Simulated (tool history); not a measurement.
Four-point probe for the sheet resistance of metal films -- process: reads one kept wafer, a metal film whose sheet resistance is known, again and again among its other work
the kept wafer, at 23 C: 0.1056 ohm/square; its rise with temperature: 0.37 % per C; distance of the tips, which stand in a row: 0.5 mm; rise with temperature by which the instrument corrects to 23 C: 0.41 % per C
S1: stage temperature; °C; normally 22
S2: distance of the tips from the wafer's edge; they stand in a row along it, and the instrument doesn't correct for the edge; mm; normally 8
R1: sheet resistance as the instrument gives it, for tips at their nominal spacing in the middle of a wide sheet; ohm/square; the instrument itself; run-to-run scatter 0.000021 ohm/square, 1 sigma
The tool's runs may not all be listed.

run    day  S1  S2        R1
  1  0.000  22   8  0.106357
  2  1.000  22   8  0.106369
  3  1.596  26   8  0.106194
  4  2.050  26   8  0.106214
  5  2.950  22   8  0.106390
  6  3.450  22   8  0.106374
  7  4.133  22  33  0.106157
  8  5.067  21  37  0.106236
  9  5.988  35   8  0.105876
 10  6.788  21   8  0.106429
 11  7.642  19  17  0.106366
 12  8.246  19  27  0.106376

Run 13, settings as shown, results not yet in. Your forecast:
 13  8.900  19  27   ?

Run 13 produced R1 0.106359 ohm/square.
Take away the tool's hidden state, keep the run-to-run variation as it was, and the same run would have given R1 0.105780 ohm/square.
